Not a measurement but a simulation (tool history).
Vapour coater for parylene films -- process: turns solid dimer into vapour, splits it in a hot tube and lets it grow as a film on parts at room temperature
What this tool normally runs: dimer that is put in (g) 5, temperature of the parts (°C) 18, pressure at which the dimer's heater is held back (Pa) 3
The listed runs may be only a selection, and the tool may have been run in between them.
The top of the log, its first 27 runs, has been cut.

run,hour,dimer that is put in (g),temperature of the parts (°C),pressure at which the dimer's heater is held back (Pa),hours of work since the trap's valve was overhauled,hours of work since the table's thermometer was calibrated,thickness of the film (nm)
28,966,5,18,2.26,298,1057,1310
29,1005.6,5,20,2.26,328,1088,1270
30,1028.5,5,13,3.45,346,1106,1390
31,1072.8,5,12,7.52,381,1140,1280
32,1098.5,5,12,2.63,401,1160,1460
33,1143.1,3,11,3,435,1195,870
34,1190,3,20,2.05,472,1231,730
# hour 1226.3: trap's valve overhauled
35,1226.6,2,21,2.96,0,1256,500
36,1266.8,2,14,4.78,32,1288,560
37,1314.4,3,24,9.08,68,1325,590
38,1342,7,18,3.54,90,1346,1820
39,1371.7,3,12,2.03,113,1369,950
40,1397.2,7,19,3.72,133,1389,1750
41,1447.4,7,19,3.72,172,1428,1720
42,1472.3,4,18,2.34,191,1447,1090
43,1495.2,4,18,3.31,209,1465,1040
44,1527.7,5,27,6.37,234,1490,920
45,1577.8,5,27,6.37,273,1529,910
46,1616.6,6,15,6.37,303,1559,1490

What if the next run were any one of these 5? Each begins from the tool's condition after run 46:
A,1658.6,6,23,3.4,336,1592,?
B,1658.6,6,13,7.28,336,1592,?
C,1658.6,5,30,3,336,1592,?
D,1658.6,5,17,7.82,336,1592,?
E,1658.6,6,15,6.37,336,1592,?

run,thickness of the film (nm)
A,1320
B,1510
C,950
D,1130
E,1470
With no hidden state in the tool, these same runs would have given:
run,thickness of the film (nm)
A,1470
B,1680
C,1060
D,1260
E,1630

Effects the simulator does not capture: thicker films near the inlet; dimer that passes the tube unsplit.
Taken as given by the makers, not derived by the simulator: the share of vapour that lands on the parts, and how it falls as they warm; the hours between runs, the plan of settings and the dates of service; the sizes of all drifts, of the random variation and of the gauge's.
